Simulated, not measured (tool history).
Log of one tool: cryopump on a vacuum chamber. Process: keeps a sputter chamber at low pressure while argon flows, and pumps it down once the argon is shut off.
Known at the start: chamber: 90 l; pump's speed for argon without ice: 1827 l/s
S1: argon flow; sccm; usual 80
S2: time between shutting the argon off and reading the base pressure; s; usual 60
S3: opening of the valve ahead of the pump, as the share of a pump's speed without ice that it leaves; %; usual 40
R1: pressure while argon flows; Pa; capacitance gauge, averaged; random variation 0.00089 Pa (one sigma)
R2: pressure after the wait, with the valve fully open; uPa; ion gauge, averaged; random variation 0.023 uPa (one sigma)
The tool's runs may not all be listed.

{"run": 1, "day": 0.0, "S1": 80, "S2": 60, "S3": 40, "R1": 0.1876, "R2": 1.19}
{"run": 2, "day": 0.467, "S1": 80, "S2": 60, "S3": 40, "R1": 0.1867, "R2": 1.19}
{"run": 3, "day": 1.062, "S1": 80, "S2": 60, "S3": 40, "R1": 0.187, "R2": 1.2}
{"run": 4, "day": 1.492, "S1": 80, "S2": 60, "S3": 40, "R1": 0.1863, "R2": 1.17}
{"run": 5, "day": 2.158, "S1": 80, "S2": 60, "S3": 40, "R1": 0.1892, "R2": 1.17}
{"run": 6, "day": 2.788, "S1": 80, "S2": 60, "S3": 40, "R1": 0.1881, "R2": 1.19}
{"run": 7, "day": 3.662, "S1": 80, "S2": 60, "S3": 58, "R1": 0.1309, "R2": 1.2}
{"run": 8, "day": 4.075, "S1": 80, "S2": 60, "S3": 58, "R1": 0.1315, "R2": 1.23}
{"run": 9, "day": 4.721, "S1": 80, "S2": 60, "S3": 58, "R1": 0.1324, "R2": 1.2}
{"run": 10, "day": 5.267, "S1": 80, "S2": 41, "S3": 40, "R1": 0.1904, "R2": 1.42}
{"run": 11, "day": 6.15, "S1": 80, "S2": 41, "S3": 40, "R1": 0.1902, "R2": 1.52}
{"run": 12, "day": 6.717, "S1": 80, "S2": 41, "S3": 40, "R1": 0.1882, "R2": 1.51}
{"run": 13, "day": 7.088, "S1": 80, "S2": 41, "S3": 40, "R1": 0.1885, "R2": 1.53}
{"run": 14, "day": 7.675, "S1": 32, "S2": 60, "S3": 40, "R1": 0.076, "R2": 1.32}
{"run": 15, "day": 8.188, "S1": 32, "S2": 60, "S3": 40, "R1": 0.076, "R2": 1.26}
{"run": 16, "day": 8.754, "S1": 32, "S2": 23, "S3": 47, "R1": 0.0657, "R2": 2.15}
{"run": 17, "day": 9.204, "S1": 35, "S2": 168, "S3": 40, "R1": 0.0841, "R2": 0.9}
{"run": 18, "day": 10.004, "S1": 77, "S2": 168, "S3": 59, "R1": 0.1274, "R2": 0.9}
{"run": 19, "day": 10.525, "S1": 118, "S2": 132, "S3": 25, "R1": 0.4459, "R2": 0.98}
{"run": 20, "day": 11.021, "S1": 50, "S2": 183, "S3": 43, "R1": 0.1129, "R2": 0.9}
{"run": 21, "day": 11.488, "S1": 50, "S2": 183, "S3": 43, "R1": 0.112, "R2": 0.93}
{"run": 22, "day": 12.204, "S1": 50, "S2": 183, "S3": 43, "R1": 0.1131, "R2": 0.9}
{"run": 23, "day": 12.817, "S1": 50, "S2": 183, "S3": 43, "R1": 0.1125, "R2": 0.85}
{"run": 24, "day": 13.567, "S1": 50, "S2": 183, "S3": 43, "R1": 0.1125, "R2": 0.9}

Hidden state or all else? Some run-to-run changes of R1, split into what the settings, what came in and random variation would give without the hidden state, and what is left for the hidden state (with any gauge scatter that isn't in both results):
The hidden state here: pump's speed, % of a pump's without ice; cold plate's temperature, K; leak into the chamber, uPa l/s; drift of the gauge itself on working_pa, %; drift of the gauge itself on base_upa, %.
Run 17 -> 18: S1 35 -> 77, S3 40 -> 59. R1 +0.0433 Pa: hidden state +0.0038, all else +0.0395.
Run 18 -> 19: S1 77 -> 118, S2 168 -> 132, S3 59 -> 25. R1 +0.3185 Pa: hidden state +0.0038, all else +0.3147.
Run 19 -> 20: S1 118 -> 50, S2 132 -> 183, S3 25 -> 43. R1 -0.3330 Pa: hidden state -0.0057, all else -0.3273.

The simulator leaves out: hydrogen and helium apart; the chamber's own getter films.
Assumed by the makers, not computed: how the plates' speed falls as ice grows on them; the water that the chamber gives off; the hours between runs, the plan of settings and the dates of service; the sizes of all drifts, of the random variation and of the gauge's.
